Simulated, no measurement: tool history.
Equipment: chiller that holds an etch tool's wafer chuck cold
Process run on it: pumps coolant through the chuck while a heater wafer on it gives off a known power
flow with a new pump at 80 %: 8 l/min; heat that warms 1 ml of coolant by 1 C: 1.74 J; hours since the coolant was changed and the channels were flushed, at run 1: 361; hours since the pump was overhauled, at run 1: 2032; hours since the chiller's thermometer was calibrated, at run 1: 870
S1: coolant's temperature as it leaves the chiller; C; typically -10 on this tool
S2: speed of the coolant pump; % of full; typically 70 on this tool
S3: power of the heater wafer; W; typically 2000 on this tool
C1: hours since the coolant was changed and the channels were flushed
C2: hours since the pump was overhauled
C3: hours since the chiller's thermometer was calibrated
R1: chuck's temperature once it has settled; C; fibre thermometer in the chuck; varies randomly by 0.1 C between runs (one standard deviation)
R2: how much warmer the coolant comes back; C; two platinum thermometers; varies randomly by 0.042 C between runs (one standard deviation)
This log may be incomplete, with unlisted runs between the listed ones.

run      day   S1  S2    S3    C1    C2    C3    R1     R2
  1    0.000  -10  70  2000   361  2032   870   7.2  10.19
  2    2.308   -4  70  2000   416  2087   925  13.1  10.26
  3    4.462   -4  70  2000   468  2139   977  13.2  10.17
  4    7.142   -4  70  2000   532  2203  1041  13.2  10.28
  5   12.021   -4  70  2000   649  2320  1158  13.3  10.28
  6   16.658  -10  70  1754   761  2431  1270   5.0   9.03
  7   19.675  -10  70  1754   833  2504  1342   5.1   8.97
  8   22.092   -2  70  2000   891  2562  1400  15.4  10.33
  9   25.092   -9  70  2000   963  2634  1472   8.4  10.19
 10   29.250   -9  70  2000  1063  2734  1572   8.5  10.24
 11   31.979   -7  70  2000  1129  2799  1637  10.6  10.32
 12   36.792   -7  70  2000  1244  2915  1753  10.5  10.35
      37.217  -- coolant pump overhauled
 13   39.979   -7  70  2000  1315    66  1824  11.0  10.61
 14   42.892  -10  70  2000  1385   136  1894   8.3  10.69
 15   46.779  -15  70  2000  1479   230  1987   3.3  10.75
 16   49.012  -15  70  2000  1532   283  2041   3.0  10.76
      49.671  -- chiller's thermometer calibrated
 17   51.075  -18  83  2915  1581   332    34   5.1  13.01
 18   53.338   -8  64  2147  1635   386    88  13.9  12.65
 19   56.858  -10  64  2147  1720   470   172  11.8  12.62
 20   59.929  -10  70  2398  1793   544   246  12.5  12.91
      60.812  -- coolant pump overhauled, once more
 21   62.692   -7  64  1253  1855    45   307   4.9   6.80
 22   66.508   -7  64  1253  1946   137   399   4.6   6.77
 23   70.688  -10  78  2000  2046   237   499   5.8   8.88
 24   75.533  -10  78  2000  2163   353   616   5.9   8.90
 25   78.038  -10  78  2000  2223   413   676   5.7   8.86
 26   82.071   -4  78  1510  2320   510   773   8.0   6.67
 27   86.083   -4  78  1510  2416   606   869   7.9   6.74
 28   88.642  -14  78  2086  2477   668   930   2.4   9.24
 29   93.412  -14  78  2086  2592   782  1045   2.6   9.35
 30   98.308  -10  85  2000  2709   900  1162   4.7   8.20
 31  101.175  -10  85  2000  2778   969  1231   4.7   8.14

Had the tool no unlogged condition, and each run kept its random variation, what would the results have been?
Unlogged tool condition in this case: heat passed by the chuck's channels, % of clean ones'; flow at a given pump speed, % of a new pump's; coolant's true temperature over the reading, C; drift of the gauge itself on chuck_c, C; drift of the gauge itself on warmer_back_c, C.
run    R1     R2
  1   6.6   9.86
  2  12.5   9.92
  3  12.6   9.83
  4  12.6   9.93
  5  12.6   9.91
  6   4.3   8.69
  7   4.4   8.62
  8  14.6   9.92
  9   7.5   9.77
 10   7.6   9.80
 11   9.7   9.87
 12   9.5   9.89
 13   9.5   9.83
 14   6.7   9.90
 15   1.7   9.94
 16   1.4   9.94
 17   2.5  12.01
 18  11.4  11.67
 19   9.3  11.62
 20   9.8  11.88
 21   4.3   6.81
 22   4.1   6.77
 23   5.0   8.87
 24   5.1   8.87
 25   4.9   8.83
 26   7.3   6.64
 27   7.2   6.70
 28   1.3   9.17
 29   1.5   9.27
 30   3.7   8.10
 31   3.7   8.04
